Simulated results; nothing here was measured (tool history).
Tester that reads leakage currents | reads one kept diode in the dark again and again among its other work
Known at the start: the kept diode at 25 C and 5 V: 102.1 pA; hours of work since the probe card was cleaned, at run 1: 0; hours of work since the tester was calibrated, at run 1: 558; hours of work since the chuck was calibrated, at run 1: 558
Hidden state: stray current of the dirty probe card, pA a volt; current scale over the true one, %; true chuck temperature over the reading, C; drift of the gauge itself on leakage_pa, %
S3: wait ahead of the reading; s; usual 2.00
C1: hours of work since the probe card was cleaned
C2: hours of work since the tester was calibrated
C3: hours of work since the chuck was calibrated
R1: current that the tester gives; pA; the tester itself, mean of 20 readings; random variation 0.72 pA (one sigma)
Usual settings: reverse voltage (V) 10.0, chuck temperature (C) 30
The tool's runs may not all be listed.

Run 1, hour 0.0: usual settings; C1 0; C2 558; C3 558. Result: R1 219.55 pA.
Run 2, hour 87.6: usual settings; C1 44; C2 602; C3 602. Result: R1 217.49 pA.
Run 3, hour 146.7: usual settings; C1 73; C2 631; C3 631. Result: R1 217.49 pA.
Run 4, hour 236.7: usual settings; C1 119; C2 676; C3 676. Result: R1 216.59 pA.
Run 5, hour 278.9: usual settings; C1 140; C2 698; C3 698. Result: R1 215.97 pA.
Run 6, hour 324.1: usual settings but S3 7.62 s; C1 162; C2 720; C3 720. Result: R1 214.99 pA.
Run 7, hour 372.2: usual settings; C1 186; C2 744; C3 744. Result: R1 213.82 pA.
Run 8, hour 471.2: usual settings; C1 236; C2 794; C3 794. Result: R1 212.71 pA.
Run 9, hour 565.8: usual settings but reverse voltage (V) 3.3; C1 283; C2 841; C3 841. Result: R1 108.66 pA.
Run 10, hour 612.9: usual settings but reverse voltage (V) 2.1, chuck temperature (C) 36; C1 307; C2 865; C3 865. Result: R1 137.33 pA.
At hour 622.6: chuck's temperature calibrated.
Run 11, hour 675.1: usual settings but chuck temperature (C) 45, S3 0.49 s; C1 337; C2 895; C3 26. Result: R1 664.62 pA.
Run 12, hour 764.2: usual settings but reverse voltage (V) 4.5, chuck temperature (C) 45, S3 4.61 s; C1 382; C2 940; C3 71. Result: R1 408.63 pA.
Run 13, hour 812.8: usual settings but reverse voltage (V) 15.3, chuck temperature (C) 53, S3 2.08 s; C1 406; C2 964; C3 95. Result: R1 1550.66 pA.
Run 14, hour 875.3: usual settings but S3 0.50 s; C1 438; C2 995; C3 127. Result: R1 194.64 pA.
Run 15, hour 919.0: usual settings but chuck temperature (C) 52, S3 0.48 s; C1 459; C2 1017; C3 148. Result: R1 1112.62 pA.
Run 16, hour 1015.5: usual settings but reverse voltage (V) 1.0, chuck temperature (C) 23, S3 0.33 s; C1 508; C2 1066; C3 197. Result: R1 26.38 pA.
At hour 1085.6: chuck's temperature calibrated, once more.
Run 17, hour 1085.7: usual settings but chuck temperature (C) 24, S3 1.03 s; C1 542; C2 1100; C3 0. Result: R1 146.18 pA.
Run 18, hour 1131.5: usual settings but chuck temperature (C) 23, S3 6.73 s; C1 565; C2 1123; C3 23. Result: R1 131.74 pA.

Forecast each of these 5 alternatives for the next run:
Run A, hour 1227.1: usual settings but reverse voltage (V) 10.1, S3 0.82 s; C1 613; C2 1171; C3 71. Result: R1 ?.
Run B, hour 1227.1: usual settings but chuck temperature (C) 38, S3 2.17 s; C1 613; C2 1171; C3 71. Result: R1 ?.
Run C, hour 1227.1: usual settings but chuck temperature (C) 21, S3 0.48 s; C1 613; C2 1171; C3 71. Result: R1 ?.
Run D, hour 1227.1: usual settings but reverse voltage (V) 3.3, chuck temperature (C) 50, S3 2.29 s; C1 613; C2 1171; C3 71. Result: R1 ?.
Run E, hour 1227.1: usual settings but reverse voltage (V) 17.6, chuck temperature (C) 28, S3 6.73 s; C1 613; C2 1171; C3 71. Result: R1 ?.

run      R1
  A  242.41
  B  462.11
  C  113.89
  D  600.18
  E  283.96
Without the tool's hidden state the same runs would have given:
run      R1
  A  240.73
  B  460.92
  C  111.86
  D  600.55
  E  280.65

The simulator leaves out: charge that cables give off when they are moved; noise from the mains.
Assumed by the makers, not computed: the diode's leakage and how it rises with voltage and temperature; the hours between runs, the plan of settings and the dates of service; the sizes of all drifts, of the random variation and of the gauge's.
